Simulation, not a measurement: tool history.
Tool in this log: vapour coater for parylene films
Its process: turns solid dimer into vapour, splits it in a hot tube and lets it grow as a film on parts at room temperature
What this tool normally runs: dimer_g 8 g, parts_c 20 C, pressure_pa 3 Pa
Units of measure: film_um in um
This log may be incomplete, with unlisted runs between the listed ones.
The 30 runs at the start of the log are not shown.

| run | hour | dimer_g | parts_c | pressure_pa | film_um |
|---|---|---|---|---|---|
| 31 | 1135.6 | 7 | 12 | 3.08 | 2.133 |
| 32 | 1173.4 | 6 | 17 | 3.08 | 1.703 |
| 33 | 1210.8 | 6 | 17 | 3.73 | 1.651 |
| 34 | 1240.1 | 6 | 17 | 3.73 | 1.665 |
| 35 | 1276.1 | 4 | 20 | 4.9 | 0.907 |
| 36 | 1315.3 | 4 | 20 | 3.24 | 0.986 |
| 37 | 1356.6 | 4 | 20 | 3.24 | 0.995 |
| 38 | 1396.2 | 4 | 20 | 3.24 | 0.983 |
| 39 | 1432.7 | 8 | 20 | 10.48 | 1.612 |
| 40 | 1458.3 | 8 | 19 | 3.89 | 2.005 |
| 41 | 1495.5 | 8 | 19 | 3.89 | 2.019 |
| 42 | 1539.6 | 8 | 19 | 3.89 | 2.01 |
| 43 | 1565.9 | 12 | 12 | 5.29 | 3.734 |
| 44 | 1611.9 | 3 | 15 | 10.75 | 0.777 |
| 45 | 1646.3 | 6 | 20 | 2.91 | 1.52 |
| 46 | 1678.3 | 9 | 16 | 3.61 | 2.653 |
| 47 | 1726.7 | 5 | 20 | 4.85 | 1.167 |

Forecast each of these 3 alternatives for the next run:
| A | 1774.6 | 5 | 20 | 4.79 | ? |
| B | 1774.6 | 8 | 24 | 3 | ? |
| C | 1774.6 | 11 | 17 | 2.98 | ? |

| run | film_um |
|---|---|
| A | 1.16 |
| B | 1.669 |
| C | 3.224 |
Had the tool no hidden state, the same runs would have come out as:
| run | film_um |
|---|---|
| A | 1.1 |
| B | 1.583 |
| C | 3.059 |
